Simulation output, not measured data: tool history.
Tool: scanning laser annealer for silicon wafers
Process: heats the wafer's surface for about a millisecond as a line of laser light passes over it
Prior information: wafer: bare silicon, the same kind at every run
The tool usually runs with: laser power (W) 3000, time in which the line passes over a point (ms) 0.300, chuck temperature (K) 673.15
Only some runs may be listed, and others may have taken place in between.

run	hour	laser power (W)	time in which the line passes over a point (ms)	chuck temperature (K)	highest temperature of the surface (K)
1	0.0	3000	0.300	673.15	1468.15
2	10.8	3000	0.300	673.15	1471.15
3	22.1	3000	0.300	673.15	1471.15
4	40.3	3000	0.300	673.15	1471.15
5	62.5	3061	0.300	673.15	1483.15
6	80.0	3000	0.300	643.15	1438.15
7	89.3	3000	0.300	672.15	1470.15
8	112.1	3000	0.300	672.15	1467.15
9	127.9	3000	0.300	672.15	1473.15
10	146.6	2961	0.256	673.15	1392.15
# hour 163.2: optics aligned, line set to its width
11	163.2	2701	0.321	707.15	1447.15
12	185.0	2828	0.222	676.15	1311.15
13	204.9	3184	0.292	676.15	1514.15
14	221.1	3184	0.292	676.15	1517.15
15	238.9	2901	0.250	678.15	1373.15
# hour 257.4: window over the wafer cleaned
16	257.4	2901	0.250	678.15	1377.15
17	270.0	2901	0.250	678.15	1373.15
18	281.1	3191	0.308	662.15	1530.15

3 ways to go on from here, each from the tool as it stands after run 18. What would each give?
A	301.0	2830	0.367	673.15	?
B	301.0	2730	0.308	706.15	?
C	301.0	2714	0.239	673.15	?

run	highest temperature of the surface (K)
A	1514.15
B	1438.15
C	1302.15
Take away the tool's hidden state, keep each run's random variation, and the runs would have read:
run	highest temperature of the surface (K)
A	1514.15
B	1439.15
C	1302.15
